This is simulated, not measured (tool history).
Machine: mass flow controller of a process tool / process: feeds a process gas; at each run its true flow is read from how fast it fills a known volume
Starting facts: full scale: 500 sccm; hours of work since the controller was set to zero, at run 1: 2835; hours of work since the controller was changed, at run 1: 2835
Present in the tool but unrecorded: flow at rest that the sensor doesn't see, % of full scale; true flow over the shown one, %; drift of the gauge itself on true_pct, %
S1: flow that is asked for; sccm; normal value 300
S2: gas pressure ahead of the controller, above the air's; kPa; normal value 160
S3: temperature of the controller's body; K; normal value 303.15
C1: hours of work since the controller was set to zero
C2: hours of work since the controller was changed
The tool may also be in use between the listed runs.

Run 1, hour 0: usual settings; C1 2835; C2 2835. Result: true flow (%) 97.75.
Run 2, hour 119.5: usual settings; C1 2930; C2 2930. Result: true flow (%) 97.63.
Run 3, hour 185.8: usual settings; C1 2983; C2 2983. Result: true flow (%) 97.57.
Run 4, hour 274.5: usual settings; C1 3054; C2 3054. Result: true flow (%) 97.65.
Run 5, hour 359: usual settings; C1 3121; C2 3121. Result: true flow (%) 97.75.
Run 6, hour 426.5: usual settings but S2 260 kPa; C1 3175; C2 3175. Result: true flow (%) 98.22.
Run 7, hour 480.7: usual settings but S2 260 kPa; C1 3219; C2 3219. Result: true flow (%) 98.32.
Run 8, hour 545.8: usual settings; C1 3271; C2 3271. Result: true flow (%) 97.41.
Run 9, hour 646.1: usual settings; C1 3351; C2 3351. Result: true flow (%) 97.6.
Run 10, hour 739.7: usual settings; C1 3426; C2 3426. Result: true flow (%) 97.49.
Run 11, hour 836.6: usual settings; C1 3503; C2 3503. Result: true flow (%) 97.46.
Run 12, hour 905.8: usual settings; C1 3559; C2 3559. Result: true flow (%) 97.48.
Run 13, hour 976.6: usual settings; C1 3615; C2 3615. Result: true flow (%) 97.69.
Run 14, hour 1035: usual settings; C1 3662; C2 3662. Result: true flow (%) 97.68.
Run 15, hour 1124.9: usual settings; C1 3734; C2 3734. Result: true flow (%) 97.68.
Run 16, hour 1239.6: usual settings but S3 301.15 K; C1 3825; C2 3825. Result: true flow (%) 97.64.
Run 17, hour 1360.5: usual settings but S3 308.15 K; C1 3922; C2 3922. Result: true flow (%) 97.06.
Run 18, hour 1440.4: usual settings but S3 308.15 K; C1 3986; C2 3986. Result: true flow (%) 97.07.
Run 19, hour 1506.7: usual settings but S1 63 sccm; C1 4039; C2 4039. Result: true flow (%) 98.63.
Run 20, hour 1627.6: usual settings but S3 298.15 K; C1 4135; C2 4135. Result: true flow (%) 98.11.
Run 21, hour 1733.3: usual settings but S3 298.15 K; C1 4220; C2 4220. Result: true flow (%) 98.1.
Run 22, hour 1811.2: usual settings; C1 4282; C2 4282. Result: true flow (%) 97.56.
Run 23, hour 1929.6: usual settings; C1 4377; C2 4377. Result: true flow (%) 97.51.
Run 24, hour 2042.4: usual settings but S1 63 sccm; C1 4467; C2 4467. Result: true flow (%) 98.87.
Run 25, hour 2116.6: usual settings but S1 108 sccm, S2 258 kPa; C1 4526; C2 4526. Result: true flow (%) 98.2.
Run 26, hour 2166.3: usual settings but S1 420 sccm, S2 258 kPa, S3 298.15 K; C1 4566; C2 4566. Result: true flow (%) 99.26.
Run 27, hour 2270.3: usual settings but S1 420 sccm, S2 258 kPa, S3 298.15 K; C1 4649; C2 4649. Result: true flow (%) 99.15.
Run 28, hour 2358: usual settings but S1 116 sccm, S3 296.15 K; C1 4719; C2 4719. Result: true flow (%) 98.2.
Run 29, hour 2473.4: usual settings but S2 174 kPa, S3 301.15 K; C1 4812; C2 4812. Result: true flow (%) 97.74.
Run 30, hour 2542.8: usual settings but S1 164 sccm, S2 168 kPa, S3 302.15 K; C1 4867; C2 4867. Result: true flow (%) 97.48.
Run 31, hour 2629: usual settings but S1 472 sccm, S2 143 kPa, S3 300.15 K; C1 4936; C2 4936. Result: true flow (%) 98.54.
Run 32, hour 2712: usual settings but S1 472 sccm, S2 206 kPa, S3 300.15 K; C1 5002; C2 5002. Result: true flow (%) 98.88.
Run 33, hour 2829.8: usual settings but S1 53 sccm; C1 5096; C2 5096. Result: true flow (%) 99.92.
Run 34, hour 2906.5: usual settings but S1 53 sccm; C1 5158; C2 5158. Result: true flow (%) 99.96.
Run 35, hour 3017.4: usual settings but S1 215 sccm, S3 297.15 K; C1 5246; C2 5246. Result: true flow (%) 97.99.
Run 36, hour 3110.2: usual settings but S1 61 sccm, S2 243 kPa, S3 297.15 K; C1 5321; C2 5321. Result: true flow (%) 100.53.
Run 37, hour 3163.1: usual settings but S1 210 sccm, S2 215 kPa, S3 306.15 K; C1 5363; C2 5363. Result: true flow (%) 97.47.
Run 38, hour 3254.7: usual settings but S1 365 sccm, S2 220 kPa, S3 306.15 K; C1 5436; C2 5436. Result: true flow (%) 97.79.
Run 39, hour 3314.5: usual settings but S1 365 sccm, S2 220 kPa, S3 306.15 K; C1 5484; C2 5484. Result: true flow (%) 97.91.
Run 40, hour 3423: usual settings but S1 365 sccm, S2 220 kPa, S3 306.15 K; C1 5571; C2 5571. Result: true flow (%) 97.78.
Run 41, hour 3491.7: usual settings but S1 227 sccm, S2 181 kPa, S3 294.15 K; C1 5626; C2 5626. Result: true flow (%) 98.5.
Run 42, hour 3580.2: usual settings but S1 227 sccm, S2 181 kPa, S3 295.15 K; C1 5696; C2 5696. Result: true flow (%) 98.2.
Run 43, hour 3701.2: usual settings but S1 227 sccm, S2 181 kPa, S3 295.15 K; C1 5793; C2 5793. Result: true flow (%) 98.15.
Run 44, hour 3814.7: usual settings but S1 133 sccm, S3 298.15 K; C1 5884; C2 5884. Result: true flow (%) 98.07.
Run 45, hour 3895.9: usual settings but S3 296.15 K; C1 5949; C2 5949. Result: true flow (%) 98.2.
Run 46, hour 3982.7: usual settings but S3 296.15 K; C1 6018; C2 6018. Result: true flow (%) 98.26.
Run 47, hour 4042.5: usual settings but S1 73 sccm; C1 6066; C2 6066. Result: true flow (%) 99.23.

Selected run-to-run steps in true flow (%), each split into two signed amounts: the part the tool would show with no hidden state at all (from settings, incoming material and random variation), and the remainder, which goes to the hidden state together with any gauge scatter not common to the measured and the hidden-state-free results:
Run 32 -> 33: S1 472 -> 53, S2 206 -> 160, S3 300.15 -> 303.15. true flow (%) +1.04: hidden state +4.28, all else -3.24.
Run 34 -> 35: S1 53 -> 215, S3 303.15 -> 297.15. true flow (%) -1.97: hidden state -3.68, all else +1.71.
Run 35 -> 36: S1 215 -> 61, S2 160 -> 243. true flow (%) +2.54: hidden state +3.12, all else -0.58.
Run 36 -> 37: S1 61 -> 210, S2 243 -> 215, S3 297.15 -> 306.15. true flow (%) -3.06: hidden state -3.09, all else +0.03.
